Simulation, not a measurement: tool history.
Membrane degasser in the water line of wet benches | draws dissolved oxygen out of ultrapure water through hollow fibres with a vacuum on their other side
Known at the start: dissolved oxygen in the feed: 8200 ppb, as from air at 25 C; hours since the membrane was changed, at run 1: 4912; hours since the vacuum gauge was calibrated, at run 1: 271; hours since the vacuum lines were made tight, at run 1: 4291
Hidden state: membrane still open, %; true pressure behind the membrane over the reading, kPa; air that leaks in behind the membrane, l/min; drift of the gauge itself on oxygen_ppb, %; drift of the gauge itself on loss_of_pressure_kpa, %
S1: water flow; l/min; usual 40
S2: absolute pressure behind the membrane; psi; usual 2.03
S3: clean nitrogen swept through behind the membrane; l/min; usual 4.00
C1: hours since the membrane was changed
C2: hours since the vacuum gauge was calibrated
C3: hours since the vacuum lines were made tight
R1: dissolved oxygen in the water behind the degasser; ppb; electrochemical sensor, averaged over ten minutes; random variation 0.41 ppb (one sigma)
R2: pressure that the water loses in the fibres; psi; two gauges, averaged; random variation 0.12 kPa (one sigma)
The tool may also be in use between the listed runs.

run	hour	S1	S2	S3	C1	C2	C3	R1	R2
1	0.0	40	2.03	4.00	4912	271	4291	252.1	5.661
2	53.6	40	2.03	4.00	4965	325	4345	252.3	5.691
3	158.7	40	2.03	4.00	5070	430	4450	252.8	5.675
4	226.9	40	2.03	4.70	5139	498	4518	218.1	5.665
5	319.1	40	2.03	4.70	5231	590	4611	218.8	5.668
6	412.1	40	2.03	4.70	5324	683	4704	219.3	5.681
7	524.5	40	2.03	4.70	5436	796	4816	219.3	5.655
8	601.7	40	2.03	2.07	5513	873	4893	453.6	5.701
9	663.4	40	2.03	1.75	5575	935	4955	518.7	5.704
10	777.7	40	2.03	4.00	5689	1049	5069	253.8	5.707
11	877.3	40	2.03	4.00	5789	1149	5169	254.1	5.709
12	982.8	24	2.20	5.16	5894	1254	5274	137.7	3.437
13	1061.1	43	3.89	6.03	5973	1332	5353	395.4	6.115
14	1143.9	43	3.89	6.03	6055	1415	5435	395.2	6.141
# hour 1154.8: vacuum gauge calibrated
15	1270.8	58	1.96	5.86	6182	116	5562	255.3	8.273
16	1382.5	58	2.84	5.43	6294	228	5674	415.1	8.289
17	1477.0	58	2.84	5.43	6388	322	5768	416.6	8.282
# hour 1527.4: seals of the vacuum lines changed
18	1554.7	58	2.84	5.43	6464	398	27	412.2	8.309
# hour 1565.7: vacuum gauge calibrated, once more
19	1648.6	58	1.96	5.68	6557	83	121	259.9	8.314
20	1738.3	58	2.70	5.68	6647	173	210	373.8	8.279
21	1846.5	58	1.57	5.68	6755	281	319	199.3	8.330

3 ways to go on from here, each from the tool as it stands after run 21. What would each give?
A	1923.1	40	2.10	2.34	6832	357	395	?	?
B	1923.1	59	3.23	5.30	6832	357	395	?	?
C	1923.1	58	1.57	5.82	6832	357	395	?	?

run	R1	R2
A	424.3	5.719
B	491.0	8.486
C	195.2	8.321
Without the tool's hidden state the same runs would have given:
run	R1	R2
A	419.3	5.481
B	484.2	8.134
C	188.7	7.977
